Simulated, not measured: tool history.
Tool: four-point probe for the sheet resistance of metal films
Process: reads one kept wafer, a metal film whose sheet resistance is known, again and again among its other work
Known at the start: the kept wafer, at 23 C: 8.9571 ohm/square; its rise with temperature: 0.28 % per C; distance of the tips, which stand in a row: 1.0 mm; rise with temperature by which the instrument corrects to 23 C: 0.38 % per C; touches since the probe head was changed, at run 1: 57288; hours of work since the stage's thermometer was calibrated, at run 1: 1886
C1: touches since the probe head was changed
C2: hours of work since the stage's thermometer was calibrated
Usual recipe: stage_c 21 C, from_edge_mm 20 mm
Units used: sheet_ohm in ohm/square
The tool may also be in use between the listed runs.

{"run": 1, "day": 0.0, "stage_c": 21, "from_edge_mm": 20, "C1": 57288, "C2": 1886, "sheet_ohm": 8.916772}
{"run": 2, "day": 1.825, "stage_c": 21, "from_edge_mm": 20, "C1": 59100, "C2": 1916, "sheet_ohm": 8.915614}
{"run": 3, "day": 3.992, "stage_c": 21, "from_edge_mm": 26, "C1": 61249, "C2": 1951, "sheet_ohm": 8.911505}
{"run": 4, "day": 6.083, "stage_c": 21, "from_edge_mm": 26, "C1": 63324, "C2": 1986, "sheet_ohm": 8.909961}
{"run": 5, "day": 9.012, "stage_c": 21, "from_edge_mm": 26, "C1": 66227, "C2": 2034, "sheet_ohm": 8.905153}
{"run": 6, "day": 10.904, "stage_c": 21, "from_edge_mm": 26, "C1": 68106, "C2": 2065, "sheet_ohm": 8.907356}
{"run": 7, "day": 13.079, "stage_c": 21, "from_edge_mm": 26, "C1": 70262, "C2": 2100, "sheet_ohm": 8.90496}
{"run": 8, "day": 16.604, "stage_c": 21, "from_edge_mm": 24, "C1": 73759, "C2": 2158, "sheet_ohm": 8.89973}
{"run": 9, "day": 19.421, "stage_c": 31, "from_edge_mm": 24, "C1": 76551, "C2": 2204, "sheet_ohm": 8.806996}
{"run": 10, "day": 22.225, "stage_c": 22, "from_edge_mm": 20, "C1": 79337, "C2": 2250, "sheet_ohm": 8.894841}
{"run": 11, "day": 24.625, "stage_c": 22, "from_edge_mm": 20, "C1": 81715, "C2": 2290, "sheet_ohm": 8.893662}
{"run": 12, "day": 27.3, "stage_c": 21, "from_edge_mm": 20, "C1": 84367, "C2": 2334, "sheet_ohm": 8.898266}
{"run": 13, "day": 30.392, "stage_c": 21, "from_edge_mm": 20, "C1": 87435, "C2": 2384, "sheet_ohm": 8.900107}
{"run": 14, "day": 32.121, "stage_c": 21, "from_edge_mm": 20, "C1": 89153, "C2": 2413, "sheet_ohm": 8.902182}
{"run": 15, "day": 34.217, "stage_c": 24, "from_edge_mm": 10, "C1": 91230, "C2": 2447, "sheet_ohm": 8.905849}
{"run": 16, "day": 36.917, "stage_c": 20, "from_edge_mm": 20, "C1": 93909, "C2": 2491, "sheet_ohm": 8.904702}
{"run": 17, "day": 40.488, "stage_c": 34, "from_edge_mm": 4, "C1": 97451, "C2": 2550, "sheet_ohm": 9.0555}
{"run": 18, "day": 43.862, "stage_c": 35, "from_edge_mm": 37, "C1": 100799, "C2": 2605, "sheet_ohm": 8.759418}
{"day": 44.058, "done": "stage's thermometer calibrated"}
{"run": 19, "day": 47.446, "stage_c": 21, "from_edge_mm": 11, "C1": 104333, "C2": 56, "sheet_ohm": 8.946087}
{"run": 20, "day": 49.333, "stage_c": 21, "from_edge_mm": 5, "C1": 106203, "C2": 87, "sheet_ohm": 9.090009}
{"run": 21, "day": 51.325, "stage_c": 29, "from_edge_mm": 69, "C1": 108181, "C2": 119, "sheet_ohm": 8.832804}
{"run": 22, "day": 54.779, "stage_c": 29, "from_edge_mm": 69, "C1": 111608, "C2": 176, "sheet_ohm": 8.833555}
{"run": 23, "day": 57.121, "stage_c": 29, "from_edge_mm": 69, "C1": 113930, "C2": 214, "sheet_ohm": 8.828203}
{"run": 24, "day": 59.3, "stage_c": 24, "from_edge_mm": 9, "C1": 116090, "C2": 250, "sheet_ohm": 8.929258}
{"run": 25, "day": 61.583, "stage_c": 19, "from_edge_mm": 6, "C1": 118356, "C2": 287, "sheet_ohm": 9.048465}
{"run": 26, "day": 64.933, "stage_c": 34, "from_edge_mm": 23, "C1": 121678, "C2": 342, "sheet_ohm": 8.791669}

Subtracting, for every run, the result it would have given without the tool's unlogged condition from the measured result gives the following. The same run-to-run variation enters both numbers; the gauge's scatter may not:
Unlogged tool condition in this case: inner tips' distance over the nominal, %; tips' flats over new ones', %; wafer's true temperature over the reading, C; drift of the gauge itself on sheet_ohm, %.
run=1 sheet_ohm=-0.072471
run=2 sheet_ohm=-0.073460
run=3 sheet_ohm=-0.074564
run=4 sheet_ohm=-0.075735
run=5 sheet_ohm=-0.077143
run=6 sheet_ohm=-0.078231
run=7 sheet_ohm=-0.079325
run=8 sheet_ohm=-0.081147
run=9 sheet_ohm=-0.081229
run=10 sheet_ohm=-0.084102
run=11 sheet_ohm=-0.085388
run=12 sheet_ohm=-0.086907
run=13 sheet_ohm=-0.088605
run=14 sheet_ohm=-0.089493
run=15 sheet_ohm=-0.090389
run=16 sheet_ohm=-0.092031
run=17 sheet_ohm=-0.094478
run=18 sheet_ohm=-0.093218
run=19 sheet_ohm=-0.071653
run=20 sheet_ohm=-0.073715
run=21 sheet_ohm=-0.072866
run=22 sheet_ohm=-0.074722
run=23 sheet_ohm=-0.075815
run=24 sheet_ohm=-0.077948
run=25 sheet_ohm=-0.080251
run=26 sheet_ohm=-0.079755
